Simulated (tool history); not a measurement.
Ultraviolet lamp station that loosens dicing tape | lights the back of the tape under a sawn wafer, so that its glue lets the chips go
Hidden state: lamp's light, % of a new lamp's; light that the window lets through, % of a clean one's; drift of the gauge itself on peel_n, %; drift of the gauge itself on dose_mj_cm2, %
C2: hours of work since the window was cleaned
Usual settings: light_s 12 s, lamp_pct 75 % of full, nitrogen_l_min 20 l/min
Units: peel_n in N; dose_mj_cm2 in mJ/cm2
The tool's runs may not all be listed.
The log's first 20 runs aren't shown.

run 21 hour=494.4 | light_s=12 lamp_pct=75 nitrogen_l_min=25 | hours_of_work_of_the_lamp=893 C2=30 | peel_n=0.606 dose_mj_cm2=178
run 22 hour=510.3 | light_s=12 lamp_pct=75 nitrogen_l_min=25 | hours_of_work_of_the_lamp=901 C2=39 | peel_n=0.617 dose_mj_cm2=175
run 23 hour=530.4 | light_s=12 lamp_pct=82 nitrogen_l_min=35 | hours_of_work_of_the_lamp=912 C2=49 | peel_n=0.457 dose_mj_cm2=192
run 24 hour=545.7 | light_s=7 lamp_pct=75 nitrogen_l_min=20 | hours_of_work_of_the_lamp=920 C2=57 | peel_n=1.941 dose_mj_cm2=97
run 25 hour=581.1 | light_s=7 lamp_pct=75 nitrogen_l_min=20 | hours_of_work_of_the_lamp=939 C2=76 | peel_n=2.036 dose_mj_cm2=104
run 26 hour=616.6 | light_s=13 lamp_pct=63 nitrogen_l_min=20 | hours_of_work_of_the_lamp=957 C2=95 | peel_n=0.925 dose_mj_cm2=157
run 27 hour=648.3 | light_s=7 lamp_pct=91 nitrogen_l_min=10 | hours_of_work_of_the_lamp=974 C2=111 | peel_n=2.152 dose_mj_cm2=119
run 28 hour=672.4 | light_s=7 lamp_pct=91 nitrogen_l_min=10 | hours_of_work_of_the_lamp=987 C2=124 | peel_n=2.184 dose_mj_cm2=119
run 29 hour=690.4 | light_s=7 lamp_pct=91 nitrogen_l_min=10 | hours_of_work_of_the_lamp=996 C2=133 | peel_n=2.167 dose_mj_cm2=117
run 30 hour=707.4 | light_s=8 lamp_pct=75 nitrogen_l_min=20 | hours_of_work_of_the_lamp=1005 C2=142 | peel_n=1.734 dose_mj_cm2=112
run 31 hour=729.3 | light_s=9 lamp_pct=78 nitrogen_l_min=37 | hours_of_work_of_the_lamp=1017 C2=154 | peel_n=0.962 dose_mj_cm2=126
run 32 hour=744.5 | light_s=12 lamp_pct=76 nitrogen_l_min=20 | hours_of_work_of_the_lamp=1025 C2=162 | peel_n=0.815 dose_mj_cm2=167
run 33 hour=771.2 | light_s=12 lamp_pct=69 nitrogen_l_min=20 | hours_of_work_of_the_lamp=1039 C2=176 | peel_n=0.978 dose_mj_cm2=148
run 34 hour=792.6 | light_s=12 lamp_pct=69 nitrogen_l_min=20 | hours_of_work_of_the_lamp=1050 C2=187 | peel_n=1.009 dose_mj_cm2=151
run 35 hour=809.2 | light_s=12 lamp_pct=69 nitrogen_l_min=20 | hours_of_work_of_the_lamp=1059 C2=196 | peel_n=1.009 dose_mj_cm2=147
run 36 hour=838.6 | light_s=12 lamp_pct=69 nitrogen_l_min=20 | hours_of_work_of_the_lamp=1075 C2=212 | peel_n=1.061 dose_mj_cm2=144
run 37 hour=857.3 | light_s=12 lamp_pct=69 nitrogen_l_min=20 | hours_of_work_of_the_lamp=1084 C2=221 | peel_n=1.068 dose_mj_cm2=148
run 38 hour=872.4 | light_s=7 lamp_pct=72 nitrogen_l_min=13 | hours_of_work_of_the_lamp=1092 C2=229 | peel_n=2.940 dose_mj_cm2=88
run 39 hour=891.8 | light_s=8 lamp_pct=66 nitrogen_l_min=9 | hours_of_work_of_the_lamp=1103 C2=240 | peel_n=3.243 dose_mj_cm2=93
run 40 hour=926.1 | light_s=7 lamp_pct=61 nitrogen_l_min=9 | hours_of_work_of_the_lamp=1121 C2=258 | peel_n=3.979 dose_mj_cm2=71
run 41 hour=953.0 | light_s=14 lamp_pct=61 nitrogen_l_min=28 | hours_of_work_of_the_lamp=1135 C2=272 | peel_n=0.867 dose_mj_cm2=143
run 42 hour=971.3 | light_s=14 lamp_pct=61 nitrogen_l_min=28 | hours_of_work_of_the_lamp=1144 C2=282 | peel_n=0.876 dose_mj_cm2=142

5 ways to go on from here, each from the tool as it stands after run 42. What would each give?
run A hour=1000.0 | light_s=14 lamp_pct=78 nitrogen_l_min=28 | hours_of_work_of_the_lamp=1160 C2=297 | peel_n=? dose_mj_cm2=?
run B hour=1000.0 | light_s=14 lamp_pct=63 nitrogen_l_min=24 | hours_of_work_of_the_lamp=1160 C2=297 | peel_n=? dose_mj_cm2=?
run C hour=1000.0 | light_s=10 lamp_pct=71 nitrogen_l_min=8 | hours_of_work_of_the_lamp=1160 C2=297 | peel_n=? dose_mj_cm2=?
run D hour=1000.0 | light_s=15 lamp_pct=75 nitrogen_l_min=19 | hours_of_work_of_the_lamp=1160 C2=297 | peel_n=? dose_mj_cm2=?
run E hour=1000.0 | light_s=7 lamp_pct=96 nitrogen_l_min=25 | hours_of_work_of_the_lamp=1160 C2=297 | peel_n=? dose_mj_cm2=?

run=A peel_n=0.561 dose_mj_cm2=180
run=B peel_n=0.958 dose_mj_cm2=150
run=C peel_n=2.501 dose_mj_cm2=121
run=D peel_n=0.640 dose_mj_cm2=185
run=E peel_n=1.536 dose_mj_cm2=109
Without the tool's hidden state the same runs would have given:
run=A peel_n=0.250 dose_mj_cm2=298
run=B peel_n=0.354 dose_mj_cm2=246
run=C peel_n=1.096 dose_mj_cm2=198
run=D peel_n=0.266 dose_mj_cm2=307
run=E peel_n=0.569 dose_mj_cm2=181

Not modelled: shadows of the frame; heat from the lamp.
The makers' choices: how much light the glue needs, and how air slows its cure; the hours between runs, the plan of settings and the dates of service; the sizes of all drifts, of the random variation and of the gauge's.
